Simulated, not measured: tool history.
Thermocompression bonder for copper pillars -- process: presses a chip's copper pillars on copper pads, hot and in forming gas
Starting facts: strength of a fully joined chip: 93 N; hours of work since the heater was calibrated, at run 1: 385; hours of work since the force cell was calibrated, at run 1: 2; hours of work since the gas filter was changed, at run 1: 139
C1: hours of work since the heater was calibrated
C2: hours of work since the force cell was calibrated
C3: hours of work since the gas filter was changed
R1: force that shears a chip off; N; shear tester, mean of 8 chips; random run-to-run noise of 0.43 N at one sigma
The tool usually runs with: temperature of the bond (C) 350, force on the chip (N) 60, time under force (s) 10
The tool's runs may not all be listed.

Run 1, day 0.000: usual settings; C1 385; C2 2; C3 139. Result: R1 57.5 N.
Run 2, day 0.850: usual settings; C1 396; C2 13; C3 150. Result: R1 57.0 N.
Run 3, day 1.521: usual settings; C1 405; C2 22; C3 159. Result: R1 57.8 N.
Run 4, day 2.583: usual settings; C1 419; C2 35; C3 172. Result: R1 56.6 N.
Run 5, day 3.917: usual settings; C1 436; C2 53; C3 190. Result: R1 56.7 N.
Run 6, day 4.717: usual settings but time under force (s) 28; C1 447; C2 63; C3 200. Result: R1 71.9 N.
Run 7, day 6.067: usual settings but time under force (s) 9; C1 465; C2 81; C3 218. Result: R1 54.5 N.
Run 8, day 7.404: usual settings but time under force (s) 9; C1 482; C2 99; C3 235. Result: R1 54.7 N.
Run 9, day 8.400: usual settings but time under force (s) 12; C1 495; C2 112; C3 249. Result: R1 59.9 N.
Run 10, day 9.850: usual settings but time under force (s) 12; C1 514; C2 130; C3 267. Result: R1 59.6 N.
Run 11, day 11.138: usual settings but time under force (s) 12; C1 531; C2 147; C3 284. Result: R1 58.9 N.
Run 12, day 12.358: usual settings but time under force (s) 12; C1 547; C2 163; C3 300. Result: R1 58.4 N.
Run 13, day 13.242: usual settings but time under force (s) 9; C1 558; C2 175; C3 312. Result: R1 53.9 N.
Run 14, day 14.200: usual settings but time under force (s) 9; C1 571; C2 187; C3 324. Result: R1 54.5 N.
Run 15, day 15.671: usual settings but temperature of the bond (C) 377, force on the chip (N) 75, time under force (s) 18; C1 590; C2 207; C3 344. Result: R1 76.3 N.
Run 16, day 16.900: usual settings but temperature of the bond (C) 356, force on the chip (N) 63, time under force (s) 19; C1 606; C2 223; C3 360. Result: R1 69.0 N.
Run 17, day 18.446: usual settings but temperature of the bond (C) 349, time under force (s) 6; C1 626; C2 243; C3 380. Result: R1 47.4 N.
At day 18.621: heater calibrated with a thermocouple chip.
Run 18, day 19.829: usual settings but temperature of the bond (C) 349, force on the chip (N) 63, time under force (s) 15; C1 16; C2 260; C3 397. Result: R1 57.7 N.
Run 19, day 20.762: usual settings but temperature of the bond (C) 349, force on the chip (N) 63, time under force (s) 16; C1 28; C2 272; C3 409. Result: R1 58.5 N.
At day 21.675: forming gas filter changed.
Run 20, day 21.675: usual settings but temperature of the bond (C) 373; C1 40; C2 284; C3 0. Result: R1 64.8 N.
Run 21, day 23.121: usual settings but temperature of the bond (C) 373; C1 59; C2 303; C3 19. Result: R1 64.8 N.
Run 22, day 24.608: usual settings but temperature of the bond (C) 373; C1 78; C2 322; C3 38. Result: R1 63.3 N.
Run 23, day 25.458: usual settings but temperature of the bond (C) 349, force on the chip (N) 43, time under force (s) 6; C1 89; C2 333; C3 49. Result: R1 35.2 N.
Run 24, day 26.125: usual settings but temperature of the bond (C) 349, force on the chip (N) 65; C1 98; C2 342; C3 58. Result: R1 56.8 N.
Run 25, day 27.004: usual settings but time under force (s) 11; C1 109; C2 353; C3 70. Result: R1 56.2 N.
Run 26, day 28.467: usual settings but temperature of the bond (C) 360, force on the chip (N) 37, time under force (s) 7; C1 128; C2 372; C3 89. Result: R1 35.6 N.
Run 27, day 29.929: usual settings but temperature of the bond (C) 327, force on the chip (N) 82, time under force (s) 27; C1 148; C2 392; C3 108. Result: R1 72.1 N.

3 ways to go on from here, each from the tool as it stands after run 27. What would each give?
Run A, day 31.075: usual settings but temperature of the bond (C) 327, force on the chip (N) 82, time under force (s) 9; C1 163; C2 407; C3 123. Result: R1 ?.
Run B, day 31.075: usual settings but temperature of the bond (C) 378, force on the chip (N) 82, time under force (s) 9; C1 163; C2 407; C3 123. Result: R1 ?.
Run C, day 31.075: usual settings but force on the chip (N) 65, time under force (s) 29; C1 163; C2 407; C3 123. Result: R1 ?.

run    R1
  A  54.8
  B  72.9
  C  73.5
With the hidden condition removed and each run's random variation left untouched, the same runs would have given:
run    R1
  A  55.8
  B  74.7
  C  75.3
